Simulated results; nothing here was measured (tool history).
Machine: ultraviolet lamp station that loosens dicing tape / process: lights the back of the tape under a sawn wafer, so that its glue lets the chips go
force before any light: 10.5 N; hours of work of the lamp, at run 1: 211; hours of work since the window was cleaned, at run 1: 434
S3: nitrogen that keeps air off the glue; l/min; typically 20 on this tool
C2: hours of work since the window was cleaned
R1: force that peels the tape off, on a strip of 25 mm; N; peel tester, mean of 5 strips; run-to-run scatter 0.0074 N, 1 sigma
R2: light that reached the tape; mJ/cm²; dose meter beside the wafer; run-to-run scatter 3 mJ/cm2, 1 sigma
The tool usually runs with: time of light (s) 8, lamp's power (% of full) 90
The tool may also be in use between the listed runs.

run 1 hour=0.0 | time_of_light_(s)=8 lamp's_power_(%_of_full)=90 S3=20 | hours_of_work_of_the_lamp=211 C2=434 | R1=0.276 R2=445
run 2 hour=8.4 | time_of_light_(s)=8 lamp's_power_(%_of_full)=96 S3=20 | hours_of_work_of_the_lamp=216 C2=440 | R1=0.250 R2=477
run 3 hour=14.4 | time_of_light_(s)=8 lamp's_power_(%_of_full)=90 S3=20 | hours_of_work_of_the_lamp=221 C2=444 | R1=0.269 R2=442
run 4 hour=26.0 | time_of_light_(s)=8 lamp's_power_(%_of_full)=90 S3=20 | hours_of_work_of_the_lamp=228 C2=452 | R1=0.266 R2=443
run 5 hour=37.2 | time_of_light_(s)=8 lamp's_power_(%_of_full)=90 S3=20 | hours_of_work_of_the_lamp=236 C2=460 | R1=0.259 R2=449
run 6 hour=48.6 | time_of_light_(s)=8 lamp's_power_(%_of_full)=90 S3=20 | hours_of_work_of_the_lamp=244 C2=468 | R1=0.280 R2=444
run 7 hour=60.0 | time_of_light_(s)=8 lamp's_power_(%_of_full)=90 S3=20 | hours_of_work_of_the_lamp=252 C2=475 | R1=0.279 R2=447
run 8 hour=69.2 | time_of_light_(s)=8 lamp's_power_(%_of_full)=90 S3=20 | hours_of_work_of_the_lamp=258 C2=482 | R1=0.282 R2=447
run 9 hour=80.8 | time_of_light_(s)=8 lamp's_power_(%_of_full)=90 S3=20 | hours_of_work_of_the_lamp=266 C2=490 | R1=0.257 R2=446
run 10 hour=92.5 | time_of_light_(s)=8 lamp's_power_(%_of_full)=90 S3=20 | hours_of_work_of_the_lamp=274 C2=498 | R1=0.274 R2=447
run 11 hour=103.5 | time_of_light_(s)=8 lamp's_power_(%_of_full)=90 S3=20 | hours_of_work_of_the_lamp=281 C2=505 | R1=0.272 R2=446
run 12 hour=112.5 | time_of_light_(s)=8 lamp's_power_(%_of_full)=90 S3=20 | hours_of_work_of_the_lamp=288 C2=511 | R1=0.282 R2=445
run 13 hour=120.6 | time_of_light_(s)=8 lamp's_power_(%_of_full)=90 S3=20 | hours_of_work_of_the_lamp=293 C2=517 | R1=0.266 R2=447
run 14 hour=127.1 | time_of_light_(s)=8 lamp's_power_(%_of_full)=90 S3=20 | hours_of_work_of_the_lamp=298 C2=521 | R1=0.268 R2=442
run 15 hour=134.7 | time_of_light_(s)=8 lamp's_power_(%_of_full)=90 S3=20 | hours_of_work_of_the_lamp=303 C2=526 | R1=0.249 R2=444
run 16 hour=145.5 | time_of_light_(s)=8 lamp's_power_(%_of_full)=90 S3=20 | hours_of_work_of_the_lamp=310 C2=534 | R1=0.271 R2=448
run 17 hour=154.1 | time_of_light_(s)=8 lamp's_power_(%_of_full)=90 S3=20 | hours_of_work_of_the_lamp=316 C2=540 | R1=0.271 R2=445
run 18 hour=165.6 | time_of_light_(s)=8 lamp's_power_(%_of_full)=90 S3=20 | hours_of_work_of_the_lamp=324 C2=548 | R1=0.275 R2=441
run 19 hour=173.0 | time_of_light_(s)=8 lamp's_power_(%_of_full)=91 S3=20 | hours_of_work_of_the_lamp=329 C2=553 | R1=0.257 R2=451
run 20 hour=181.1 | time_of_light_(s)=8 lamp's_power_(%_of_full)=91 S3=20 | hours_of_work_of_the_lamp=334 C2=558 | R1=0.260 R2=454
run 21 hour=190.3 | time_of_light_(s)=8 lamp's_power_(%_of_full)=91 S3=20 | hours_of_work_of_the_lamp=341 C2=564 | R1=0.269 R2=449
run 22 hour=202.4 | time_of_light_(s)=8 lamp's_power_(%_of_full)=91 S3=20 | hours_of_work_of_the_lamp=349 C2=573 | R1=0.256 R2=450
run 23 hour=214.5 | time_of_light_(s)=5 lamp's_power_(%_of_full)=80 S3=8 | hours_of_work_of_the_lamp=357 C2=581 | R1=1.734 R2=250
run 24 hour=226.2 | time_of_light_(s)=16 lamp's_power_(%_of_full)=62 S3=16 | hours_of_work_of_the_lamp=365 C2=589 | R1=0.214 R2=615
run 25 hour=237.8 | time_of_light_(s)=6 lamp's_power_(%_of_full)=82 S3=20 | hours_of_work_of_the_lamp=373 C2=597 | R1=0.544 R2=306
run 26 hour=245.0 | time_of_light_(s)=15 lamp's_power_(%_of_full)=90 S3=8 | hours_of_work_of_the_lamp=378 C2=602 | R1=0.217 R2=838
run 27 hour=251.0 | time_of_light_(s)=11 lamp's_power_(%_of_full)=71 S3=13 | hours_of_work_of_the_lamp=382 C2=606 | R1=0.315 R2=484
run 28 hour=261.4 | time_of_light_(s)=8 lamp's_power_(%_of_full)=80 S3=9 | hours_of_work_of_the_lamp=389 C2=613 | R1=0.652 R2=391
run 29 hour=269.0 | time_of_light_(s)=5 lamp's_power_(%_of_full)=84 S3=20 | hours_of_work_of_the_lamp=395 C2=618 | R1=0.808 R2=262
run 30 hour=276.2 | time_of_light_(s)=5 lamp's_power_(%_of_full)=93 S3=7 | hours_of_work_of_the_lamp=399 C2=623 | R1=1.502 R2=288
run 31 hour=282.0 | time_of_light_(s)=6 lamp's_power_(%_of_full)=88 S3=20 | hours_of_work_of_the_lamp=403 C2=627 | R1=0.477 R2=331
run 32 hour=291.4 | time_of_light_(s)=8 lamp's_power_(%_of_full)=90 S3=6 | hours_of_work_of_the_lamp=410 C2=634 | R1=0.710 R2=443
run 33 hour=300.5 | time_of_light_(s)=5 lamp's_power_(%_of_full)=90 S3=9 | hours_of_work_of_the_lamp=416 C2=640 | R1=1.280 R2=280
run 34 hour=312.7 | time_of_light_(s)=6 lamp's_power_(%_of_full)=94 S3=14 | hours_of_work_of_the_lamp=424 C2=648 | R1=0.578 R2=349
run 35 hour=324.9 | time_of_light_(s)=6 lamp's_power_(%_of_full)=94 S3=14 | hours_of_work_of_the_lamp=433 C2=656 | R1=0.564 R2=351
run 36 hour=334.9 | time_of_light_(s)=10 lamp's_power_(%_of_full)=73 S3=19 | hours_of_work_of_the_lamp=440 C2=663 | R1=0.283 R2=451
run 37 hour=341.8 | time_of_light_(s)=6 lamp's_power_(%_of_full)=62 S3=8 | hours_of_work_of_the_lamp=444 C2=668 | R1=1.971 R2=230
run 38 hour=352.5 | time_of_light_(s)=6 lamp's_power_(%_of_full)=62 S3=8 | hours_of_work_of_the_lamp=452 C2=675 | R1=1.921 R2=229
run 39 hour=364.1 | time_of_light_(s)=11 lamp's_power_(%_of_full)=83 S3=32 | hours_of_work_of_the_lamp=460 C2=683 | R1=0.200 R2=557
run 40 hour=374.0 | time_of_light_(s)=6 lamp's_power_(%_of_full)=62 S3=20 | hours_of_work_of_the_lamp=466 C2=690 | R1=0.994 R2=227
-- hour=375.7 window cleaned of glue's vapour
run 41 hour=384.9 | time_of_light_(s)=6 lamp's_power_(%_of_full)=83 S3=20 | hours_of_work_of_the_lamp=473 C2=6 | R1=0.558 R2=311
run 42 hour=396.2 | time_of_light_(s)=15 lamp's_power_(%_of_full)=61 S3=9 | hours_of_work_of_the_lamp=481 C2=14 | R1=0.313 R2=563
run 43 hour=406.9 | time_of_light_(s)=10 lamp's_power_(%_of_full)=81 S3=20 | hours_of_work_of_the_lamp=488 C2=21 | R1=0.233 R2=502

4 ways to go on from here, each from the tool as it stands after run 43. What would each give?
run A hour=415.7 | time_of_light_(s)=9 lamp's_power_(%_of_full)=64 S3=9 | hours_of_work_of_the_lamp=494 C2=27 | R1=? R2=?
run B hour=415.7 | time_of_light_(s)=9 lamp's_power_(%_of_full)=90 S3=27 | hours_of_work_of_the_lamp=494 C2=27 | R1=? R2=?
run C hour=415.7 | time_of_light_(s)=10 lamp's_power_(%_of_full)=83 S3=20 | hours_of_work_of_the_lamp=494 C2=27 | R1=? R2=?
run D hour=415.7 | time_of_light_(s)=8 lamp's_power_(%_of_full)=77 S3=33 | hours_of_work_of_the_lamp=494 C2=27 | R1=? R2=?

run=A R1=0.794 R2=359
run=B R1=0.214 R2=502
run=C R1=0.233 R2=512
run=D R1=0.262 R2=378
Had the tool no hidden state, the same runs would have come out as:
run=A R1=0.792 R2=360
run=B R1=0.214 R2=503
run=C R1=0.232 R2=513
run=D R1=0.261 R2=379
